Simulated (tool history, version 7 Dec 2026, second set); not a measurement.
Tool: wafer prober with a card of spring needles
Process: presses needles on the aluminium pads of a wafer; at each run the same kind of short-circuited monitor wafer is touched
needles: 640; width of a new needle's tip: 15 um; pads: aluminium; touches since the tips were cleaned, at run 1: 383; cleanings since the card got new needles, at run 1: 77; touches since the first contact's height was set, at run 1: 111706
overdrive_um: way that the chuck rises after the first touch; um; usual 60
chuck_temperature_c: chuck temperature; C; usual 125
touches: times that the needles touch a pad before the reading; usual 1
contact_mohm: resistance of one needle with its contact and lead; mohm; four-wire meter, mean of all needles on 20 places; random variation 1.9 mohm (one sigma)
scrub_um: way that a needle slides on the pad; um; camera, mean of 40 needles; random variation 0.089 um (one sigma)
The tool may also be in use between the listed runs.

run   hour  overdrive_um  chuck_temperature_c  touches  touches since the tips were cleaned  cleanings since the card got new needles  touches since the first contact's height was set  contact_mohm  scrub_um
  1      0            60                  125        1                                  383                                        77                                            111706           209     12.13
      11.9  -- tips cleaned on abrasive film
      24.8  -- tips cleaned on abrasive film
  2   25.5            60                  125        1                                  260                                        79                                            120168           211     12.07
      37.4  -- height of the first contact set anew
      39.6  -- tips cleaned on abrasive film
  3   45.2            60                  125        1                                 1850                                        80                                              2560           210     12.21
      53.5  -- tips cleaned on abrasive film
      67.3  -- tips cleaned on abrasive film
  4   67.3            60                  125        1                                    0                                        82                                              9905           208     12.24
      81.3  -- tips cleaned on abrasive film
      96.2  -- tips cleaned on abrasive film
  5   96.5            60                  125        1                                  119                                        84                                             19589           206     12.13
     109.5  -- tips cleaned on abrasive film
  6  115.4            60                   52        1                                 1943                                        85                                             25835           193     12.11
       124  -- tips cleaned on abrasive film
  7  135.7            56                  125        1                                 3913                                        86                                             32600           206     11.33
     138.4  -- tips cleaned on abrasive film
     152.3  -- tips cleaned on abrasive film
     166.8  -- tips cleaned on abrasive film
  8  171.1            60                   27        1                                 1417                                        89                                             44300           187     12.12
     180.7  -- tips cleaned on abrasive film
       194  -- tips cleaned on abrasive film
  9  206.2            60                   27        1                                 4062                                        91                                             55968           189     12.18
     208.1  -- tips cleaned on abrasive film
     222.3  -- tips cleaned on abrasive film
 10  233.4            60                   27        1                                 3687                                        93                                             64974           190     12.24
     236.1  -- tips cleaned on abrasive film
     251.7  -- tips cleaned on abrasive film
 11  255.3            60                   58        1                                 1206                                        95                                             72228           193      12.1
     265.5  -- tips cleaned on abrasive film
     280.3  -- tips cleaned on abrasive film
 12  289.8            60                   58        1                                 3172                                        97                                             83688           192     12.31
     294.6  -- tips cleaned on abrasive film
     308.6  -- tips cleaned on abrasive film
 13  321.2            60                   58        1                                 4196                                        99                                             94101           196     12.08
     322.9  -- tips cleaned on abrasive film
     337.2  -- tips cleaned on abrasive film
     350.1  -- tips cleaned on abrasive film
 14  350.1            60                   58        1                                    0                                       102                                            103659           196     12.21

Forecast each of these 3 alternatives for the next run:
     363.1  -- tips cleaned on abrasive film
     377.2  -- tips cleaned on abrasive film
  A  377.2            52                  125        3                                    0                                       104                                            112631             ?         ?
     363.1  -- tips cleaned on abrasive film
     377.2  -- tips cleaned on abrasive film
  B  377.2            77                   41        1                                    0                                       104                                            112631             ?         ?
     363.1  -- tips cleaned on abrasive film
     377.2  -- tips cleaned on abrasive film
  C  377.2            77                   34        1                                    0                                       104                                            112631             ?         ?

run  contact_mohm  scrub_um
  A           211     10.57
  B           189     15.48
  C           189     15.74
Without the tool's hidden state the same runs would have given:
run  contact_mohm  scrub_um
  A           211     10.58
  B           189     15.49
  C           189     15.74

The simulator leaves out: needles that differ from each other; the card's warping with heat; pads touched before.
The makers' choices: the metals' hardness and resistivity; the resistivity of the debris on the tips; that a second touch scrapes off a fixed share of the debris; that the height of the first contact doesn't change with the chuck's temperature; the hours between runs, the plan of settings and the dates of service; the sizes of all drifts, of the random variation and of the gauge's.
